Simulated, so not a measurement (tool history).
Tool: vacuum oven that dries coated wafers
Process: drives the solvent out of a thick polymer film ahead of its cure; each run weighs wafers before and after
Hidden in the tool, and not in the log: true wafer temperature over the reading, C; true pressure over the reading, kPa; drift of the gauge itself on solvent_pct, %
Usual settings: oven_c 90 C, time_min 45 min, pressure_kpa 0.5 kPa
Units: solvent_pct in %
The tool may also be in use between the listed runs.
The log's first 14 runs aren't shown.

run    hour  oven_c  time_min  pressure_kpa  hours of work since the thermocouples were calibrated  hours of work since the vacuum gauge was cleaned of residue  solvent_pct
 15   766.1      90        45           0.5                                                    586                                                          774         1.79
 16   826.3      90        39           0.5                                                    628                                                          816         2.46
 17   867.7      90        45         1.942                                                    657                                                          845         2.31
 18   943.6      90        45         0.308                                                    710                                                          898         1.86
 19  1012.4      90        45         0.308                                                    759                                                          947          1.8
 20  1076.2      90        45         0.269                                                    803                                                          991         1.88
 21  1111.7      90        45           0.6                                                    828                                                         1016         1.89
 22  1155.9      90        45           0.6                                                    859                                                         1047         1.98
 23  1189.3      86        45           0.6                                                    883                                                         1071         3.07
 24  1248.5      86        45           0.6                                                    924                                                         1112         3.11
 25  1294.4      82        60          0.51                                                    957                                                         1145         2.88
 26  1351.6      90        26         1.072                                                    997                                                         1185         4.91
 27  1414.9      90        52         0.757                                                   1041                                                         1229         1.51
 28  1455.8      90        43           0.5                                                   1070                                                         1258         2.21
 29  1538.1     101        76           0.5                                                   1128                                                         1316         0.18
 30  1571.5     101        48         0.255                                                   1151                                                         1339         0.32

Forecast run 31:
 31  1623.6      90        24         1.221                                                   1188                                                         1376            ?

{"run 31": {"solvent_pct": 5.56}}
Without the tool's hidden state the same run would have given solvent_pct 4.99 %.

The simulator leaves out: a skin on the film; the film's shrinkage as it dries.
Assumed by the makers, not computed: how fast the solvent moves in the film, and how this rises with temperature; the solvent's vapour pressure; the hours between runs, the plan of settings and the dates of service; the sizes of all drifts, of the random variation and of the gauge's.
